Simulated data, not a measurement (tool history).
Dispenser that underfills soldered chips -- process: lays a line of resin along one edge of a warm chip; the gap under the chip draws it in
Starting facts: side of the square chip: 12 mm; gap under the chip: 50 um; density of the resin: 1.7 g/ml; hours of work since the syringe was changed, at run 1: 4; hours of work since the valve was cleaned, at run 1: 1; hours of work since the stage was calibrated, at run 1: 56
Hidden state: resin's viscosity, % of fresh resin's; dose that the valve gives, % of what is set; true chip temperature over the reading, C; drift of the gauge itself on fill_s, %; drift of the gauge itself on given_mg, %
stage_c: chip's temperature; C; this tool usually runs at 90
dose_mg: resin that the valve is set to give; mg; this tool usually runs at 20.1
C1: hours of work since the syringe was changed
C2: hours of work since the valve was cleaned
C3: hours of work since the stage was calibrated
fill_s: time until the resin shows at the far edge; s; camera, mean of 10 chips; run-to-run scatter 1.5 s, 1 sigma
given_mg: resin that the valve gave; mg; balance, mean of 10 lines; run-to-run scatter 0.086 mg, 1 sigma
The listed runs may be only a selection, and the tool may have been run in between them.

{"run": 1, "hour": 0.0, "stage_c": 90, "dose_mg": 20.1, "C1": 4, "C2": 1, "C3": 56, "fill_s": 197.6, "given_mg": 20.08}
{"hour": 3.7, "done": "new syringe of resin"}
{"run": 2, "hour": 10.9, "stage_c": 90, "dose_mg": 20.1, "C1": 5, "C2": 9, "C3": 63, "fill_s": 209.5, "given_mg": 20.04}
{"hour": 13.3, "done": "new syringe of resin"}
{"hour": 23.2, "done": "new syringe of resin"}
{"run": 3, "hour": 24.0, "stage_c": 88, "dose_mg": 20.1, "C1": 1, "C2": 18, "C3": 73, "fill_s": 165.2, "given_mg": 19.63}
{"hour": 33.3, "done": "new syringe of resin"}
{"run": 4, "hour": 34.0, "stage_c": 94, "dose_mg": 20.1, "C1": 1, "C2": 25, "C3": 80, "fill_s": 128.3, "given_mg": 19.55}
{"hour": 43.8, "done": "new syringe of resin"}
{"run": 5, "hour": 47.3, "stage_c": 82, "dose_mg": 20.1, "C1": 3, "C2": 35, "C3": 90, "fill_s": 247.6, "given_mg": 19.52}
{"hour": 53.4, "done": "new syringe of resin"}
{"run": 6, "hour": 54.0, "stage_c": 90, "dose_mg": 20.1, "C1": 0, "C2": 40, "C3": 94, "fill_s": 149.6, "given_mg": 19.24}
{"hour": 63.6, "done": "new syringe of resin"}
{"run": 7, "hour": 66.6, "stage_c": 90, "dose_mg": 20.1, "C1": 2, "C2": 49, "C3": 104, "fill_s": 170.3, "given_mg": 19.09}
{"hour": 73.6, "done": "new syringe of resin"}
{"run": 8, "hour": 74.5, "stage_c": 90, "dose_mg": 20.1, "C1": 1, "C2": 54, "C3": 109, "fill_s": 155.3, "given_mg": 18.97}
{"hour": 83.1, "done": "new syringe of resin"}
{"run": 9, "hour": 83.5, "stage_c": 79, "dose_mg": 20.1, "C1": 0, "C2": 61, "C3": 116, "fill_s": 244.0, "given_mg": 18.76}
{"run": 10, "hour": 91.8, "stage_c": 90, "dose_mg": 20.1, "C1": 6, "C2": 67, "C3": 122, "fill_s": 224.7, "given_mg": 18.89}
{"hour": 93.6, "done": "new syringe of resin"}
{"hour": 100.5, "done": "dispensing valve cleaned and set on the balance"}
{"run": 11, "hour": 101.2, "stage_c": 79, "dose_mg": 20.1, "C1": 5, "C2": 0, "C3": 128, "fill_s": 337.5, "given_mg": 20.27}
{"hour": 104.7, "done": "new syringe of resin"}
{"run": 12, "hour": 110.0, "stage_c": 79, "dose_mg": 20.1, "C1": 4, "C2": 7, "C3": 134, "fill_s": 309.2, "given_mg": 19.94}
{"hour": 114.8, "done": "new syringe of resin"}
{"run": 13, "hour": 122.2, "stage_c": 79, "dose_mg": 20.1, "C1": 5, "C2": 16, "C3": 143, "fill_s": 343.6, "given_mg": 19.75}
{"hour": 124.7, "done": "new syringe of resin"}
{"hour": 134.2, "done": "new syringe of resin"}
{"run": 14, "hour": 136.8, "stage_c": 90, "dose_mg": 24.7, "C1": 2, "C2": 26, "C3": 153, "fill_s": 163.4, "given_mg": 24.29}
{"hour": 143.8, "done": "new syringe of resin"}
{"run": 15, "hour": 152.4, "stage_c": 97, "dose_mg": 19.1, "C1": 6, "C2": 37, "C3": 165, "fill_s": 166.6, "given_mg": 18.39}
{"hour": 154.1, "done": "new syringe of resin"}
{"hour": 164.1, "done": "new syringe of resin"}
{"run": 16, "hour": 166.6, "stage_c": 100, "dose_mg": 19.0, "C1": 2, "C2": 47, "C3": 175, "fill_s": 111.3, "given_mg": 18.14}
{"hour": 174.3, "done": "new syringe of resin"}
{"run": 17, "hour": 182.6, "stage_c": 100, "dose_mg": 19.0, "C1": 6, "C2": 59, "C3": 186, "fill_s": 150.4, "given_mg": 18.01}
{"hour": 184.1, "done": "new syringe of resin"}
{"hour": 194.1, "done": "new syringe of resin"}
{"run": 18, "hour": 195.6, "stage_c": 100, "dose_mg": 22.5, "C1": 1, "C2": 68, "C3": 196, "fill_s": 102.9, "given_mg": 21.09}
{"hour": 202.8, "done": "dispensing valve cleaned and set on the balance"}
{"hour": 204.9, "done": "new syringe of resin"}
{"run": 19, "hour": 207.6, "stage_c": 100, "dose_mg": 22.5, "C1": 2, "C2": 3, "C3": 204, "fill_s": 108.8, "given_mg": 22.4}
{"hour": 214.7, "done": "new syringe of resin"}
{"run": 20, "hour": 215.8, "stage_c": 80, "dose_mg": 25.3, "C1": 1, "C2": 9, "C3": 209, "fill_s": 238.6, "given_mg": 25.11}
{"hour": 225.0, "done": "new syringe of resin"}
{"run": 21, "hour": 225.0, "stage_c": 94, "dose_mg": 22.4, "C1": 0, "C2": 16, "C3": 216, "fill_s": 120.6, "given_mg": 22.1}
{"run": 22, "hour": 233.8, "stage_c": 94, "dose_mg": 22.4, "C1": 7, "C2": 22, "C3": 223, "fill_s": 187.5, "given_mg": 21.94}
{"hour": 235.3, "done": "new syringe of resin"}
{"hour": 245.3, "done": "new syringe of resin"}
{"run": 23, "hour": 245.3, "stage_c": 77, "dose_mg": 23.2, "C1": 0, "C2": 30, "C3": 231, "fill_s": 257.0, "given_mg": 22.24}
{"hour": 255.4, "done": "new syringe of resin"}
{"run": 24, "hour": 259.2, "stage_c": 90, "dose_mg": 19.1, "C1": 3, "C2": 41, "C3": 241, "fill_s": 177.6, "given_mg": 18.27}
{"hour": 266.1, "done": "new syringe of resin"}
{"run": 25, "hour": 273.0, "stage_c": 90, "dose_mg": 19.1, "C1": 5, "C2": 51, "C3": 251, "fill_s": 206.8, "given_mg": 18.09}

Consider 3 possible next runs. They are alternatives, not a sequence: every one starts from the tool as it was left by run 25. What does each give?
{"hour": 275.8, "done": "new syringe of resin"}
{"hour": 285.4, "done": "new syringe of resin"}
{"run": "A", "hour": 287.4, "stage_c": 99, "dose_mg": 20.1, "C1": 1, "C2": 61, "C3": 261, "fill_s": "?", "given_mg": "?"}
{"hour": 275.8, "done": "new syringe of resin"}
{"hour": 285.4, "done": "new syringe of resin"}
{"run": "B", "hour": 287.4, "stage_c": 90, "dose_mg": 24.6, "C1": 1, "C2": 61, "C3": 261, "fill_s": "?", "given_mg": "?"}
{"hour": 275.8, "done": "new syringe of resin"}
{"hour": 285.4, "done": "new syringe of resin"}
{"run": "C", "hour": 287.4, "stage_c": 97, "dose_mg": 19.1, "C1": 1, "C2": 61, "C3": 261, "fill_s": "?", "given_mg": "?"}

run=A fill_s=111.4 given_mg=18.93
run=B fill_s=158.1 given_mg=22.96
run=C fill_s=120.6 given_mg=17.93
Without the tool's hidden state the same runs would have given:
run=A fill_s=102.1 given_mg=20.17
run=B fill_s=145.8 given_mg=24.47
run=C fill_s=110.2 given_mg=19.10
